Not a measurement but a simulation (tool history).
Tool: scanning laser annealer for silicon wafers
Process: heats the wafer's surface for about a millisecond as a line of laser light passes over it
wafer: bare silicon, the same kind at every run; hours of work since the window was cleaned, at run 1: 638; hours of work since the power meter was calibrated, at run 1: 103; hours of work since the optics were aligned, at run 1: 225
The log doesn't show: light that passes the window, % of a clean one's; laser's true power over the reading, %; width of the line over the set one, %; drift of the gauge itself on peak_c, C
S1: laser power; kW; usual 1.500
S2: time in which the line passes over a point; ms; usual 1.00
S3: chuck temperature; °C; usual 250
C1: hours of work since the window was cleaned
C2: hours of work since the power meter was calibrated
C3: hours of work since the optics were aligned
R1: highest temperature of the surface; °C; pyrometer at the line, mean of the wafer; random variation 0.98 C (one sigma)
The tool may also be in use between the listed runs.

Run 1, day 0.000: usual settings; C1 638; C2 103; C3 225. Result: R1 1022.2 °C.
Run 2, day 0.371: usual settings but S1 1.610 kW; C1 644; C2 109; C3 231. Result: R1 1094.7 °C.
Run 3, day 0.671: usual settings but S1 1.610 kW; C1 648; C2 114; C3 236. Result: R1 1095.7 °C.
Run 4, day 1.083: usual settings but S1 1.286 kW; C1 655; C2 120; C3 242. Result: R1 884.0 °C.
Run 5, day 1.467: usual settings but S1 1.286 kW; C1 661; C2 127; C3 249. Result: R1 882.6 °C.
Run 6, day 1.779: usual settings but S1 1.286 kW; C1 666; C2 132; C3 254. Result: R1 882.7 °C.
Run 7, day 2.112: usual settings but S3 275 °C; C1 672; C2 137; C3 259. Result: R1 1048.1 °C.
Run 8, day 2.533: usual settings but S2 0.96 ms; C1 679; C2 144; C3 266. Result: R1 1007.1 °C.
Run 9, day 2.900: usual settings; C1 685; C2 150; C3 272. Result: R1 1018.2 °C.
Run 10, day 3.142: usual settings; C1 689; C2 154; C3 276. Result: R1 1021.7 °C.
Run 11, day 3.550: usual settings; C1 695; C2 161; C3 282. Result: R1 1021.3 °C.
Run 12, day 3.800: usual settings; C1 699; C2 165; C3 286. Result: R1 1020.9 °C.
Run 13, day 4.171: usual settings; C1 705; C2 171; C3 292. Result: R1 1020.7 °C.
Run 14, day 4.558: usual settings; C1 712; C2 177; C3 299. Result: R1 1021.2 °C.
Run 15, day 4.775: usual settings but S1 1.319 kW; C1 715; C2 180; C3 302. Result: R1 903.5 °C.
Run 16, day 5.158: usual settings but S1 1.319 kW; C1 721; C2 187; C3 308. Result: R1 903.6 °C.
Run 17, day 5.550: usual settings but S1 1.319 kW, S2 1.08 ms; C1 728; C2 193; C3 315. Result: R1 926.7 °C.
Run 18, day 5.746: usual settings but S1 1.319 kW, S2 1.08 ms; C1 731; C2 196; C3 318. Result: R1 927.4 °C.
Run 19, day 6.021: usual settings but S1 1.399 kW, S2 1.08 ms; C1 735; C2 201; C3 323. Result: R1 981.0 °C.
Run 20, day 6.388: usual settings but S1 1.399 kW, S2 1.08 ms; C1 741; C2 207; C3 328. Result: R1 980.1 °C.
Run 21, day 6.721: usual settings but S1 1.399 kW, S2 1.08 ms; C1 747; C2 212; C3 334. Result: R1 980.0 °C.
Run 22, day 6.983: usual settings but S1 1.575 kW, S2 0.93 ms, S3 268 °C; C1 751; C2 216; C3 338. Result: R1 1063.5 °C.
Run 23, day 7.308: usual settings but S2 0.72 ms; C1 756; C2 222; C3 343. Result: R1 913.6 °C.
Run 24, day 7.654: usual settings but S2 0.72 ms; C1 762; C2 227; C3 349. Result: R1 915.1 °C.
Run 25, day 8.050: usual settings but S1 1.479 kW, S2 1.04 ms, S3 247 °C; C1 768; C2 234; C3 356. Result: R1 1017.2 °C.
At day 8.325: window over the wafer cleaned.
Run 26, day 8.442: usual settings but S1 1.370 kW, S2 1.18 ms, S3 237 °C; C1 2; C2 239; C3 361. Result: R1 977.9 °C.
Run 27, day 8.762: usual settings but S1 1.370 kW, S2 1.18 ms, S3 237 °C; C1 7; C2 244; C3 366. Result: R1 976.6 °C.
Run 28, day 9.146: usual settings but S1 1.393 kW, S2 0.93 ms; C1 13; C2 250; C3 372. Result: R1 928.6 °C.
Run 29, day 9.562: usual settings but S1 1.393 kW, S2 0.97 ms, S3 277 °C; C1 20; C2 257; C3 379. Result: R1 969.8 °C.
Run 30, day 9.771: usual settings but S2 0.84 ms, S3 212 °C; C1 23; C2 260; C3 382. Result: R1 925.9 °C.
Run 31, day 10.142: usual settings but S1 1.335 kW, S2 1.11 ms, S3 212 °C; C1 30; C2 266; C3 388. Result: R1 908.7 °C.
Run 32, day 10.558: usual settings but S1 1.335 kW, S2 0.93 ms, S3 257 °C; C1 36; C2 273; C3 395. Result: R1 901.2 °C.
Run 33, day 10.892: usual settings but S1 1.335 kW, S2 0.93 ms, S3 257 °C; C1 42; C2 279; C3 400. Result: R1 898.9 °C.
Run 34, day 11.288: usual settings but S1 1.383 kW, S2 0.80 ms, S3 248 °C; C1 48; C2 285; C3 407. Result: R1 877.3 °C.
Run 35, day 11.508: usual settings but S1 1.537 kW, S2 1.25 ms; C1 52; C2 289; C3 410. Result: R1 1133.1 °C.
Run 36, day 11.700: usual settings but S1 1.490 kW, S2 0.80 ms; C1 55; C2 292; C3 413. Result: R1 941.5 °C.
Run 37, day 12.029: usual settings but S1 1.495 kW, S2 0.75 ms, S3 278 °C; C1 60; C2 297; C3 419. Result: R1 952.1 °C.
Run 38, day 12.254: usual settings but S1 1.495 kW, S2 0.75 ms, S3 278 °C; C1 64; C2 301; C3 423. Result: R1 952.3 °C.
Run 39, day 12.625: usual settings but S1 1.495 kW, S2 0.75 ms, S3 268 °C; C1 70; C2 307; C3 429. Result: R1 941.5 °C.
Run 40, day 12.954: usual settings but S1 1.495 kW, S2 0.75 ms, S3 268 °C; C1 75; C2 312; C3 434. Result: R1 941.4 °C.
Run 41, day 13.246: usual settings but S1 1.495 kW, S2 0.75 ms, S3 268 °C; C1 80; C2 317; C3 439. Result: R1 943.3 °C.

Forecast each of these 3 alternatives for the next run:
Run A, day 13.454: usual settings but S1 1.606 kW, S2 0.83 ms, S3 249 °C; C1 83; C2 320; C3 442. Result: R1 ?.
Run B, day 13.454: usual settings but S1 1.352 kW, S2 0.93 ms; C1 83; C2 320; C3 442. Result: R1 ?.
Run C, day 13.454: usual settings but S1 1.495 kW, S2 0.91 ms, S3 268 °C; C1 83; C2 320; C3 442. Result: R1 ?.

run      R1
  A  1022.5
  B   902.2
  C  1004.0
Without the tool's hidden state the same runs would have given:
run      R1
  A  1022.8
  B   902.5
  C  1004.4

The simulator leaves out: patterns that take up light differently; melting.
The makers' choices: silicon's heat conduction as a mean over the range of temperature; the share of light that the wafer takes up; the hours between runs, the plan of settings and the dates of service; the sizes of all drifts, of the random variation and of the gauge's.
